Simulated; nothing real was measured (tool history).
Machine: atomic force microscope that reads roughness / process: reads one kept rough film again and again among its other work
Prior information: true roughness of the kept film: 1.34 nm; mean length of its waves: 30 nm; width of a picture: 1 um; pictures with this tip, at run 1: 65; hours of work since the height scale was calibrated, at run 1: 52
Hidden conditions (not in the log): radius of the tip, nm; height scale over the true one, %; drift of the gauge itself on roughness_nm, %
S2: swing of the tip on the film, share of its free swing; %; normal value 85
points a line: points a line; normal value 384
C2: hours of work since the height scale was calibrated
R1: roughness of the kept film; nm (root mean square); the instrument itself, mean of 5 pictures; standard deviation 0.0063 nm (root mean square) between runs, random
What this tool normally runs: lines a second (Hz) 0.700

run 1 hour=0.0 | lines_a_second_(Hz)=0.700 S2=85 points_a_line=384 | pictures_with_this_tip=65 C2=52 | R1=1.145
run 2 hour=11.0 | lines_a_second_(Hz)=0.700 S2=85 points_a_line=384 | pictures_with_this_tip=83 C2=60 | R1=1.133
run 3 hour=19.7 | lines_a_second_(Hz)=0.700 S2=85 points_a_line=384 | pictures_with_this_tip=98 C2=67 | R1=1.108
run 4 hour=26.8 | lines_a_second_(Hz)=0.700 S2=85 points_a_line=384 | pictures_with_this_tip=110 C2=72 | R1=1.102
run 5 hour=32.3 | lines_a_second_(Hz)=0.700 S2=58 points_a_line=384 | pictures_with_this_tip=119 C2=76 | R1=1.135
-- hour=36.2 new tip fitted
run 6 hour=45.8 | lines_a_second_(Hz)=0.700 S2=58 points_a_line=384 | pictures_with_this_tip=16 C2=85 | R1=1.229
run 7 hour=51.1 | lines_a_second_(Hz)=0.576 S2=85 points_a_line=384 | pictures_with_this_tip=25 C2=89 | R1=1.188
run 8 hour=63.4 | lines_a_second_(Hz)=3.234 S2=85 points_a_line=384 | pictures_with_this_tip=46 C2=98 | R1=0.983
run 9 hour=71.9 | lines_a_second_(Hz)=3.234 S2=85 points_a_line=384 | pictures_with_this_tip=60 C2=104 | R1=0.985
run 10 hour=82.8 | lines_a_second_(Hz)=3.234 S2=85 points_a_line=384 | pictures_with_this_tip=78 C2=112 | R1=0.957
run 11 hour=94.2 | lines_a_second_(Hz)=3.234 S2=85 points_a_line=384 | pictures_with_this_tip=97 C2=120 | R1=0.934
run 12 hour=103.5 | lines_a_second_(Hz)=0.700 S2=90 points_a_line=384 | pictures_with_this_tip=113 C2=127 | R1=1.071
-- hour=111.3 new tip fitted
run 13 hour=113.9 | lines_a_second_(Hz)=0.700 S2=63 points_a_line=384 | pictures_with_this_tip=5 C2=134 | R1=1.238
run 14 hour=123.6 | lines_a_second_(Hz)=0.700 S2=85 points_a_line=384 | pictures_with_this_tip=21 C2=141 | R1=1.184
run 15 hour=130.1 | lines_a_second_(Hz)=0.700 S2=85 points_a_line=384 | pictures_with_this_tip=32 C2=146 | R1=1.173
run 16 hour=140.6 | lines_a_second_(Hz)=0.700 S2=85 points_a_line=384 | pictures_with_this_tip=49 C2=154 | R1=1.155
-- hour=142.7 height scale calibrated on a step standard
run 17 hour=152.4 | lines_a_second_(Hz)=0.700 S2=85 points_a_line=384 | pictures_with_this_tip=68 C2=7 | R1=1.132
run 18 hour=162.0 | lines_a_second_(Hz)=0.700 S2=85 points_a_line=384 | pictures_with_this_tip=84 C2=14 | R1=1.119
run 19 hour=172.5 | lines_a_second_(Hz)=0.700 S2=85 points_a_line=384 | pictures_with_this_tip=101 C2=22 | R1=1.099
run 20 hour=180.5 | lines_a_second_(Hz)=1.836 S2=72 points_a_line=329 | pictures_with_this_tip=115 C2=27 | R1=1.064

For run 21, what comes out?
-- hour=187.2 new tip fitted
run 21 hour=187.5 | lines_a_second_(Hz)=0.700 S2=85 points_a_line=288 | pictures_with_this_tip=1 C2=32 | R1=?

Run 21 gave R1 1.197 nm (root mean square).
Minus the tool's unlogged condition, the same run would have read R1 1.205 nm (root mean square).
